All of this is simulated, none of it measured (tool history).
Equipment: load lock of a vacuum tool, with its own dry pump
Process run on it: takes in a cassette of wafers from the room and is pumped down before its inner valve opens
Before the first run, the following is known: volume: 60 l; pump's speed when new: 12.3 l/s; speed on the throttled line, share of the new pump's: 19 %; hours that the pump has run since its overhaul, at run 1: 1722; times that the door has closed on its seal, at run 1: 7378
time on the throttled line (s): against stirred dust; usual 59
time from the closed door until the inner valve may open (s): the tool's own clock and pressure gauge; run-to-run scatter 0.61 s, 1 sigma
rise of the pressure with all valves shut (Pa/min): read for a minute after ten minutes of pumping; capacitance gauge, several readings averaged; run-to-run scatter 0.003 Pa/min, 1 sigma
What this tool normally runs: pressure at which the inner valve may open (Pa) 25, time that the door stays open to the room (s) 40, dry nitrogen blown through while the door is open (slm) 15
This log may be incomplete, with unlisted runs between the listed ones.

| run | hour | time on the throttled line (s) | pressure at which the inner valve may open (Pa) | time that the door stays open to the room (s) | dry nitrogen blown through while the door is open (slm) | hours that the pump has run since its overhaul | times that the door has closed on its seal | incoming humidity of the room's air, % | time from the closed door until the inner valve may open (s) | rise of the pressure with all valves shut (Pa/min) |
|---|---|---|---|---|---|---|---|---|---|---|
| 1 | 0 | 59 | 25 | 40 | 15 | 1722 | 7378 | 43 | 89 | 0.036 |
| 2 | 46.3 | 94 | 25 | 40 | 15 | 1768 | 7534 | 43.9 | 117.4 | 0.043 |
| 3 | 127.7 | 94 | 25 | 40 | 15 | 1850 | 7808 | 45.4 | 115.9 | 0.046 |
| 4 | 185.1 | 58 | 25 | 40 | 15 | 1907 | 8002 | 44.7 | 88.3 | 0.044 |
| 5 | 242.1 | 58 | 25 | 40 | 15 | 1964 | 8194 | 45 | 87.8 | 0.037 |
| 6 | 301.8 | 58 | 25 | 40 | 15 | 2024 | 8395 | 41.1 | 87.9 | 0.041 |
| 7 | 341.4 | 58 | 36 | 138 | 30 | 2063 | 8528 | 45.1 | 86.4 | 0.048 |
| 8 | 393.1 | 58 | 36 | 138 | 30 | 2115 | 8703 | 45.1 | 86.8 | 0.054 |
| 9 | 448.3 | 58 | 36 | 138 | 30 | 2170 | 8889 | 45.3 | 87 | 0.055 |
| 10 | 502.3 | 44 | 30 | 107 | 36 | 2224 | 9071 | 47.9 | 77.1 | 0.052 |
| 11 | 565 | 44 | 30 | 107 | 36 | 2287 | 9282 | 45.1 | 76.4 | 0.052 |
| 12 | 610.8 | 44 | 30 | 107 | 36 | 2333 | 9436 | 43.1 | 76.2 | 0.057 |

Below are 5 alternative next runs, each starting from the tool's condition after run 12. Predict each:
| A | 655.1 | 43 | 25 | 113 | 28 | 2377 | 9586 | 45.2 | ? | ? |
| B | 655.1 | 109 | 30 | 114 | 5 | 2377 | 9586 | 40.5 | ? | ? |
| C | 655.1 | 59 | 49 | 40 | 15 | 2377 | 9586 | 42.5 | ? | ? |
| D | 655.1 | 43 | 25 | 160 | 15 | 2377 | 9586 | 45.8 | ? | ? |
| E | 655.1 | 44 | 22 | 80 | 10 | 2377 | 9586 | 39.9 | ? | ? |

| run | time from the closed door until the inner valve may open (s) | rise of the pressure with all valves shut (Pa/min) |
|---|---|---|
| A | 77.3 | 0.051 |
| B | 129.1 | 0.076 |
| C | 86.7 | 0.06 |
| D | 75.9 | 0.066 |
| E | 78.1 | 0.062 |
What these runs would have given with no unlogged condition in the tool:
| run | time from the closed door until the inner valve may open (s) | rise of the pressure with all valves shut (Pa/min) |
|---|---|---|
| A | 76 | 0.007 |
| B | 128.3 | 0.032 |
| C | 85.6 | 0.016 |
| D | 74.6 | 0.021 |
| E | 76.7 | 0.018 |
